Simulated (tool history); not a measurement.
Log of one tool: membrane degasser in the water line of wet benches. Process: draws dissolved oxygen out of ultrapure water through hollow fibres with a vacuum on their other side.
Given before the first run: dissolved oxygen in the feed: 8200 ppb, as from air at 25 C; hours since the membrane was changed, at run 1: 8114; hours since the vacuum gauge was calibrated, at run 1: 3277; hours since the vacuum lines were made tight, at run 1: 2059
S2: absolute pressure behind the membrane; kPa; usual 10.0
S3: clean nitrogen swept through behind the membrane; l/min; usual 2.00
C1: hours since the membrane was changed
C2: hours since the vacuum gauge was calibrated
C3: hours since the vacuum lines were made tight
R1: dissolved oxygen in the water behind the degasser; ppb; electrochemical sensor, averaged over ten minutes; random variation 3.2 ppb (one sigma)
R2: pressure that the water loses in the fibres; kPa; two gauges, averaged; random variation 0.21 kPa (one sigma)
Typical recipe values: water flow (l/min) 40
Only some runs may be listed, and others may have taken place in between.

Run 1, hour 0.0: usual settings; C1 8114; C2 3277; C3 2059. Result: R1 336.7 ppb, R2 55.26 kPa.
Run 2, hour 130.9: usual settings; C1 8245; C2 3408; C3 2190. Result: R1 335.3 ppb, R2 55.50 kPa.
Run 3, hour 231.6: usual settings; C1 8345; C2 3508; C3 2291. Result: R1 332.5 ppb, R2 55.21 kPa.
Run 4, hour 436.4: usual settings; C1 8550; C2 3713; C3 2496. Result: R1 341.5 ppb, R2 55.02 kPa.
Run 5, hour 615.1: usual settings; C1 8729; C2 3892; C3 2674. Result: R1 344.8 ppb, R2 55.61 kPa.
At hour 711.7: vacuum gauge calibrated.
Run 6, hour 804.4: usual settings; C1 8918; C2 93; C3 2863. Result: R1 338.2 ppb, R2 55.23 kPa.
Run 7, hour 1019.1: usual settings; C1 9132; C2 307; C3 3078. Result: R1 333.1 ppb, R2 55.55 kPa.
Run 8, hour 1142.0: usual settings; C1 9255; C2 430; C3 3201. Result: R1 333.7 ppb, R2 55.39 kPa.
Run 9, hour 1306.1: usual settings but S3 4.35 l/min; C1 9419; C2 594; C3 3365. Result: R1 192.6 ppb, R2 55.82 kPa.
Run 10, hour 1507.8: usual settings but water flow (l/min) 37; C1 9621; C2 796; C3 3566. Result: R1 316.9 ppb, R2 51.78 kPa.
Run 11, hour 1651.5: usual settings; C1 9765; C2 940; C3 3710. Result: R1 341.8 ppb, R2 55.68 kPa.
Run 12, hour 1841.8: usual settings but S3 4.15 l/min; C1 9955; C2 1130; C3 3901. Result: R1 197.7 ppb, R2 56.45 kPa.
Run 13, hour 1970.4: usual settings but water flow (l/min) 37; C1 10084; C2 1259; C3 4029. Result: R1 319.2 ppb, R2 52.09 kPa.
Run 14, hour 2104.2: usual settings; C1 10218; C2 1393; C3 4163. Result: R1 343.0 ppb, R2 56.27 kPa.
Run 15, hour 2271.5: usual settings; C1 10385; C2 1560; C3 4330. Result: R1 340.7 ppb, R2 56.33 kPa.
Run 16, hour 2385.0: usual settings but water flow (l/min) 48; C1 10498; C2 1673; C3 4444. Result: R1 406.3 ppb, R2 67.75 kPa.
Run 17, hour 2561.7: usual settings but water flow (l/min) 31, S2 8.4 kPa, S3 4.73 l/min; C1 10675; C2 1850; C3 4620. Result: R1 110.7 ppb, R2 43.57 kPa.
Run 18, hour 2747.0: usual settings but water flow (l/min) 63, S3 4.98 l/min; C1 10860; C2 2035; C3 4806. Result: R1 305.7 ppb, R2 88.57 kPa.
Run 19, hour 2966.3: usual settings but S2 15.3 kPa; C1 11080; C2 2255; C3 5025. Result: R1 552.7 ppb, R2 56.61 kPa.
Run 20, hour 3068.9: usual settings but water flow (l/min) 36, S2 18.5 kPa; C1 11182; C2 2357; C3 5128. Result: R1 624.3 ppb, R2 50.86 kPa.
At hour 3169.2: seals of the vacuum lines changed.
Run 21, hour 3244.4: usual settings but water flow (l/min) 36, S2 18.5 kPa; C1 11356; C2 2531; C3 75. Result: R1 614.6 ppb, R2 51.21 kPa.
Run 22, hour 3446.9: usual settings but water flow (l/min) 61, S2 13.0 kPa, S3 0.83 l/min; C1 11558; C2 2733; C3 278. Result: R1 1208.6 ppb, R2 86.42 kPa.
Run 23, hour 3578.0: usual settings but water flow (l/min) 61, S2 13.0 kPa, S3 0.83 l/min; C1 11689; C2 2864; C3 409. Result: R1 1239.8 ppb, R2 87.23 kPa.
Run 24, hour 3673.2: usual settings but water flow (l/min) 41, S2 11.8 kPa, S3 1.34 l/min; C1 11784; C2 2959; C3 504. Result: R1 572.6 ppb, R2 57.95 kPa.
Run 25, hour 3817.5: usual settings but water flow (l/min) 47, S2 19.4 kPa, S3 1.38 l/min; C1 11929; C2 3104; C3 648. Result: R1 1083.6 ppb, R2 67.20 kPa.
Run 26, hour 3993.4: usual settings but water flow (l/min) 47, S2 19.4 kPa, S3 1.38 l/min; C1 12105; C2 3280; C3 824. Result: R1 1098.8 ppb, R2 67.48 kPa.
Run 27, hour 4125.2: usual settings but water flow (l/min) 37, S2 8.9 kPa, S3 1.55 l/min; C1 12236; C2 3411; C3 956. Result: R1 331.0 ppb, R2 53.08 kPa.
Run 28, hour 4271.4: usual settings but S2 8.5 kPa, S3 1.39 l/min; C1 12383; C2 3558; C3 1102. Result: R1 368.7 ppb, R2 57.36 kPa.
Run 29, hour 4425.3: usual settings but water flow (l/min) 25, S2 14.7 kPa, S3 0.98 l/min; C1 12537; C2 3712; C3 1256. Result: R1 604.9 ppb, R2 35.94 kPa.
Run 30, hour 4624.0: usual settings but water flow (l/min) 27, S2 19.8 kPa, S3 3.85 l/min; C1 12735; C2 3910; C3 1455. Result: R1 299.5 ppb, R2 38.87 kPa.

The next listed run, before its measurement:
At hour 4698.7: vacuum gauge calibrated.
Run 31, hour 4717.6: usual settings but water flow (l/min) 27, S2 19.8 kPa, S3 3.85 l/min; C1 12828; C2 19; C3 1548. Result: R1 ?, R2 ?.

Run 31 yielded R1 293.3 ppb, R2 38.83 kPa.
Had the tool carried no hidden state, the very same run would have given R1 280.5 ppb, R2 34.45 kPa.
